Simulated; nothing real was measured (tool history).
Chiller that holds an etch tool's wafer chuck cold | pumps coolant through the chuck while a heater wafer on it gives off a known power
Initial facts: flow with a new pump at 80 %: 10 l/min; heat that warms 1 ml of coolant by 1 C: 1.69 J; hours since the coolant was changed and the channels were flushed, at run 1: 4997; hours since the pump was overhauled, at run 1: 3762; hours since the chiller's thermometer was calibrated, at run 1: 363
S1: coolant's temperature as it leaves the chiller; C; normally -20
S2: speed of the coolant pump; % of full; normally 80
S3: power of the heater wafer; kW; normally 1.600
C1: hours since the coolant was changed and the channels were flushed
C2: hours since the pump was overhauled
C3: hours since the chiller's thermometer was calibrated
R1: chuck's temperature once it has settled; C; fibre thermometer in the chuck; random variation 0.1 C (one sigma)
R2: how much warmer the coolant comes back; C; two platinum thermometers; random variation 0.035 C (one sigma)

Run 1, day 0.000: usual settings; C1 4997; C2 3762; C3 363. Result: R1 -7.0 C, R2 6.10 C.
Run 2, day 3.383: usual settings; C1 5078; C2 3843; C3 444. Result: R1 -7.1 C, R2 6.01 C.
Run 3, day 7.154: usual settings but S2 82 % of full; C1 5168; C2 3934; C3 534. Result: R1 -7.5 C, R2 5.91 C.
Run 4, day 8.962: usual settings but S2 82 % of full; C1 5212; C2 3977; C3 578. Result: R1 -7.3 C, R2 5.86 C.
Run 5, day 11.442: usual settings but S2 71 % of full; C1 5271; C2 4037; C3 637. Result: R1 -5.2 C, R2 6.89 C.
Run 6, day 15.542: usual settings but S2 71 % of full; C1 5370; C2 4135; C3 736. Result: R1 -5.2 C, R2 6.91 C.
Run 7, day 18.879: usual settings; C1 5450; C2 4215; C3 816. Result: R1 -6.7 C, R2 6.12 C.
Run 8, day 21.279: usual settings; C1 5507; C2 4273; C3 873. Result: R1 -6.9 C, R2 6.02 C.
Run 9, day 24.238: usual settings; C1 5578; C2 4344; C3 944. Result: R1 -6.9 C, R2 6.10 C.
Run 10, day 28.321: usual settings; C1 5676; C2 4442; C3 1042. Result: R1 -6.8 C, R2 6.07 C.
Run 11, day 30.954: usual settings; C1 5739; C2 4505; C3 1105. Result: R1 -6.7 C, R2 6.09 C.
Run 12, day 32.971: usual settings; C1 5788; C2 4554; C3 1154. Result: R1 -6.8 C, R2 6.16 C.
Run 13, day 35.442: usual settings; C1 5847; C2 4613; C3 1213. Result: R1 -6.5 C, R2 6.10 C.
Run 14, day 39.362: usual settings; C1 5941; C2 4707; C3 1307. Result: R1 -6.6 C, R2 6.11 C.
Run 15, day 43.088: usual settings but S2 81 % of full; C1 6031; C2 4796; C3 1397. Result: R1 -6.8 C, R2 6.06 C.
Run 16, day 45.850: usual settings but S2 81 % of full; C1 6097; C2 4863; C3 1463. Result: R1 -6.8 C, R2 6.07 C.
Run 17, day 49.721: usual settings but S2 78 % of full, S3 0.863 kW; C1 6190; C2 4956; C3 1556. Result: R1 -12.7 C, R2 3.42 C.
At day 50.321: coolant changed, channels flushed.
Run 18, day 53.375: usual settings but S2 78 % of full, S3 0.863 kW; C1 73; C2 5037; C3 1638. Result: R1 -13.9 C, R2 3.43 C.
Run 19, day 56.412: usual settings but S2 78 % of full, S3 0.863 kW; C1 146; C2 5110; C3 1710. Result: R1 -13.8 C, R2 3.45 C.
Run 20, day 59.446: usual settings but S1 -24 C, S2 78 % of full; C1 219; C2 5183; C3 1783. Result: R1 -12.5 C, R2 6.37 C.
Run 21, day 63.621: usual settings but S1 -12 C, S2 68 % of full, S3 1.274 kW; C1 319; C2 5283; C3 1883. Result: R1 -1.4 C, R2 5.95 C.

What will run 22 give?
Run 22, day 67.538: usual settings but S1 -12 C, S2 73 % of full, S3 1.274 kW; C1 413; C2 5377; C3 1977. Result: R1 ?, R2 ?.

Run 22 produced R1 -2.3 C, R2 5.48 C.
Were there no unlogged condition in the tool, this run, its random variation unchanged, would have produced R1 -3.0 C, R2 5.04 C.
